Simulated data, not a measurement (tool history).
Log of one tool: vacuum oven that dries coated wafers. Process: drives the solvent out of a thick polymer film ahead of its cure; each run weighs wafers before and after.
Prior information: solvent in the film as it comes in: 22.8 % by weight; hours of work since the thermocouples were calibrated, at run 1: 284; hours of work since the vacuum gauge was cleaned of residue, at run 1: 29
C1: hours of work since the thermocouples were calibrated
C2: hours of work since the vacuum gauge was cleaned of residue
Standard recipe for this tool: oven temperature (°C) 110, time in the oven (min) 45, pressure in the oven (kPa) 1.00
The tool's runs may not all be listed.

{"run": 1, "hour": 0.0, "oven temperature (°C)": 110, "time in the oven (min)": 45, "pressure in the oven (kPa)": 1.0, "C1": 284, "C2": 29, "solvent left in the film (%)": 1.89}
{"run": 2, "hour": 34.3, "oven temperature (°C)": 108, "time in the oven (min)": 45, "pressure in the oven (kPa)": 1.0, "C1": 311, "C2": 56, "solvent left in the film (%)": 2.31}
{"run": 3, "hour": 50.3, "oven temperature (°C)": 108, "time in the oven (min)": 45, "pressure in the oven (kPa)": 1.0, "C1": 323, "C2": 69, "solvent left in the film (%)": 2.44}
{"run": 4, "hour": 84.1, "oven temperature (°C)": 102, "time in the oven (min)": 45, "pressure in the oven (kPa)": 1.0, "C1": 350, "C2": 95, "solvent left in the film (%)": 4.74}
{"run": 5, "hour": 107.0, "oven temperature (°C)": 110, "time in the oven (min)": 43, "pressure in the oven (kPa)": 1.0, "C1": 368, "C2": 113, "solvent left in the film (%)": 2.09}
{"run": 6, "hour": 124.1, "oven temperature (°C)": 110, "time in the oven (min)": 43, "pressure in the oven (kPa)": 1.0, "C1": 381, "C2": 127, "solvent left in the film (%)": 1.99}
{"run": 7, "hour": 149.8, "oven temperature (°C)": 110, "time in the oven (min)": 43, "pressure in the oven (kPa)": 1.0, "C1": 402, "C2": 147, "solvent left in the film (%)": 2.14}
{"run": 8, "hour": 175.3, "oven temperature (°C)": 110, "time in the oven (min)": 43, "pressure in the oven (kPa)": 1.0, "C1": 422, "C2": 167, "solvent left in the film (%)": 2.11}
{"run": 9, "hour": 198.9, "oven temperature (°C)": 110, "time in the oven (min)": 24, "pressure in the oven (kPa)": 1.0, "C1": 440, "C2": 185, "solvent left in the film (%)": 5.0}
{"run": 10, "hour": 226.7, "oven temperature (°C)": 110, "time in the oven (min)": 29, "pressure in the oven (kPa)": 1.0, "C1": 462, "C2": 207, "solvent left in the film (%)": 3.93}
{"run": 11, "hour": 256.5, "oven temperature (°C)": 110, "time in the oven (min)": 29, "pressure in the oven (kPa)": 1.0, "C1": 485, "C2": 231, "solvent left in the film (%)": 3.99}
{"run": 12, "hour": 281.0, "oven temperature (°C)": 110, "time in the oven (min)": 51, "pressure in the oven (kPa)": 1.0, "C1": 505, "C2": 250, "solvent left in the film (%)": 1.69}
{"run": 13, "hour": 303.6, "oven temperature (°C)": 110, "time in the oven (min)": 51, "pressure in the oven (kPa)": 1.0, "C1": 522, "C2": 268, "solvent left in the film (%)": 1.62}
{"run": 14, "hour": 326.4, "oven temperature (°C)": 110, "time in the oven (min)": 51, "pressure in the oven (kPa)": 1.0, "C1": 540, "C2": 285, "solvent left in the film (%)": 1.64}
{"run": 15, "hour": 342.6, "oven temperature (°C)": 120, "time in the oven (min)": 29, "pressure in the oven (kPa)": 1.14, "C1": 553, "C2": 298, "solvent left in the film (%)": 1.3}
{"run": 16, "hour": 375.7, "oven temperature (°C)": 120, "time in the oven (min)": 29, "pressure in the oven (kPa)": 1.14, "C1": 579, "C2": 324, "solvent left in the film (%)": 1.35}
{"run": 17, "hour": 396.1, "oven temperature (°C)": 120, "time in the oven (min)": 35, "pressure in the oven (kPa)": 2.26, "C1": 595, "C2": 340, "solvent left in the film (%)": 1.62}
{"run": 18, "hour": 418.6, "oven temperature (°C)": 122, "time in the oven (min)": 48, "pressure in the oven (kPa)": 0.89, "C1": 613, "C2": 358, "solvent left in the film (%)": 0.54}
{"hour": 423.1, "done": "vacuum gauge cleaned of residue and calibrated"}
{"run": 19, "hour": 444.5, "oven temperature (°C)": 122, "time in the oven (min)": 48, "pressure in the oven (kPa)": 0.89, "C1": 632, "C2": 17, "solvent left in the film (%)": 0.54}
{"run": 20, "hour": 466.0, "oven temperature (°C)": 102, "time in the oven (min)": 33, "pressure in the oven (kPa)": 0.89, "C1": 649, "C2": 34, "solvent left in the film (%)": 6.72}
{"run": 21, "hour": 490.3, "oven temperature (°C)": 110, "time in the oven (min)": 44, "pressure in the oven (kPa)": 1.91, "C1": 668, "C2": 53, "solvent left in the film (%)": 2.8}
{"run": 22, "hour": 520.9, "oven temperature (°C)": 115, "time in the oven (min)": 45, "pressure in the oven (kPa)": 2.93, "C1": 692, "C2": 77, "solvent left in the film (%)": 2.28}
{"run": 23, "hour": 540.2, "oven temperature (°C)": 116, "time in the oven (min)": 69, "pressure in the oven (kPa)": 0.82, "C1": 707, "C2": 92, "solvent left in the film (%)": 0.79}
{"hour": 561.0, "done": "vacuum gauge cleaned of residue and calibrated, once more"}
{"run": 24, "hour": 572.4, "oven temperature (°C)": 119, "time in the oven (min)": 36, "pressure in the oven (kPa)": 1.71, "C1": 731, "C2": 9, "solvent left in the film (%)": 1.32}
{"run": 25, "hour": 589.7, "oven temperature (°C)": 115, "time in the oven (min)": 58, "pressure in the oven (kPa)": 0.92, "C1": 744, "C2": 23, "solvent left in the film (%)": 0.77}

What if the next run were any one of these 5? Each begins from the tool's condition after run 25:
{"run": "A", "hour": 623.1, "oven temperature (°C)": 108, "time in the oven (min)": 45, "pressure in the oven (kPa)": 1.0, "C1": 771, "C2": 49, "solvent left in the film (%)": "?"}
{"run": "B", "hour": 623.1, "oven temperature (°C)": 115, "time in the oven (min)": 58, "pressure in the oven (kPa)": 1.02, "C1": 771, "C2": 49, "solvent left in the film (%)": "?"}
{"run": "C", "hour": 623.1, "oven temperature (°C)": 113, "time in the oven (min)": 45, "pressure in the oven (kPa)": 1.06, "C1": 771, "C2": 49, "solvent left in the film (%)": "?"}
{"run": "D", "hour": 623.1, "oven temperature (°C)": 110, "time in the oven (min)": 45, "pressure in the oven (kPa)": 2.91, "C1": 771, "C2": 49, "solvent left in the film (%)": "?"}
{"run": "E", "hour": 623.1, "oven temperature (°C)": 107, "time in the oven (min)": 78, "pressure in the oven (kPa)": 0.69, "C1": 771, "C2": 49, "solvent left in the film (%)": "?"}

run=A solvent_left_in_the_film_(%)=2.47
run=B solvent_left_in_the_film_(%)=0.72
run=C solvent_left_in_the_film_(%)=1.42
run=D solvent_left_in_the_film_(%)=3.24
run=E solvent_left_in_the_film_(%)=1.02
What these runs would have given with no unlogged condition in the tool:
run=A solvent_left_in_the_film_(%)=2.23
run=B solvent_left_in_the_film_(%)=0.66
run=C solvent_left_in_the_film_(%)=1.27
run=D solvent_left_in_the_film_(%)=3.01
run=E solvent_left_in_the_film_(%)=0.90

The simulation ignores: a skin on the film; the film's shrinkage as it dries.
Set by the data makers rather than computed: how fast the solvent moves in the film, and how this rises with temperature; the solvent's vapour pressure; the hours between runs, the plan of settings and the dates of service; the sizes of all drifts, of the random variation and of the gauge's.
